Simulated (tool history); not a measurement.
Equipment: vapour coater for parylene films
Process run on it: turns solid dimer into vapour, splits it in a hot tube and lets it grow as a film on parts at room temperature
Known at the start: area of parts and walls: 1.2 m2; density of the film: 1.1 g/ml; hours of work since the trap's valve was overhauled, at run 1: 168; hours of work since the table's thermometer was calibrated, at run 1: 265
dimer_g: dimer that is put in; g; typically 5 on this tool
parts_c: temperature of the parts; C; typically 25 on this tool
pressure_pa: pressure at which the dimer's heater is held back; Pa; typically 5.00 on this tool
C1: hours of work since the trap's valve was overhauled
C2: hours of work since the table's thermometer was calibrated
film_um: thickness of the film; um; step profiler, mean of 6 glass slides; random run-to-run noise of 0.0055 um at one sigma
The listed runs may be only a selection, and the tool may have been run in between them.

run 1 day=0.000 | dimer_g=5 parts_c=25 pressure_pa=5.00 | C1=168 C2=265 | film_um=1.735
run 2 day=0.858 | dimer_g=5 parts_c=25 pressure_pa=2.56 | C1=184 C2=281 | film_um=1.827
run 3 day=1.658 | dimer_g=5 parts_c=25 pressure_pa=2.56 | C1=199 C2=297 | film_um=1.816
run 4 day=2.592 | dimer_g=5 parts_c=25 pressure_pa=10.70 | C1=216 C2=314 | film_um=1.620
run 5 day=3.350 | dimer_g=5 parts_c=25 pressure_pa=10.70 | C1=231 C2=328 | film_um=1.625
run 6 day=4.100 | dimer_g=5 parts_c=25 pressure_pa=10.70 | C1=245 C2=343 | film_um=1.627
run 7 day=5.383 | dimer_g=5 parts_c=25 pressure_pa=10.70 | C1=269 C2=367 | film_um=1.634
-- day=6.067 trap's valve overhauled
run 8 day=6.388 | dimer_g=5 parts_c=25 pressure_pa=10.70 | C1=6 C2=383 | film_um=1.626
run 9 day=7.733 | dimer_g=5 parts_c=25 pressure_pa=10.70 | C1=31 C2=408 | film_um=1.625
run 10 day=9.217 | dimer_g=5 parts_c=17 pressure_pa=10.70 | C1=59 C2=436 | film_um=2.309
run 11 day=10.458 | dimer_g=5 parts_c=17 pressure_pa=10.70 | C1=83 C2=459 | film_um=2.303
run 12 day=11.342 | dimer_g=5 parts_c=17 pressure_pa=10.70 | C1=100 C2=476 | film_um=2.297
run 13 day=12.908 | dimer_g=5 parts_c=25 pressure_pa=5.00 | C1=129 C2=506 | film_um=1.714
run 14 day=14.238 | dimer_g=5 parts_c=25 pressure_pa=5.00 | C1=154 C2=531 | film_um=1.711
run 15 day=15.758 | dimer_g=5 parts_c=25 pressure_pa=5.00 | C1=183 C2=559 | film_um=1.705
run 16 day=16.533 | dimer_g=3 parts_c=18 pressure_pa=5.28 | C1=197 C2=574 | film_um=1.378
run 17 day=17.767 | dimer_g=3 parts_c=18 pressure_pa=5.28 | C1=221 C2=597 | film_um=1.394
run 18 day=19.000 | dimer_g=3 parts_c=18 pressure_pa=5.28 | C1=244 C2=621 | film_um=1.381
run 19 day=20.146 | dimer_g=6 parts_c=27 pressure_pa=8.88 | C1=266 C2=642 | film_um=1.793
-- day=20.896 trap's valve overhauled
run 20 day=21.142 | dimer_g=6 parts_c=27 pressure_pa=8.88 | C1=5 C2=658 | film_um=1.783
-- day=21.238 gauge calibrated
run 21 day=22.150 | dimer_g=6 parts_c=27 pressure_pa=8.88 | C1=24 C2=677 | film_um=1.822
run 22 day=23.129 | dimer_g=5 parts_c=25 pressure_pa=10.03 | C1=42 C2=695 | film_um=1.629

The next listed run, before its measurement:
run 23 day=23.800 | dimer_g=5 parts_c=25 pressure_pa=10.03 | C1=55 C2=708 | film_um=?

For run 23 the tool returned film_um 1.633 um.
Without the tool's hidden state the same run would have given film_um 1.637 um.
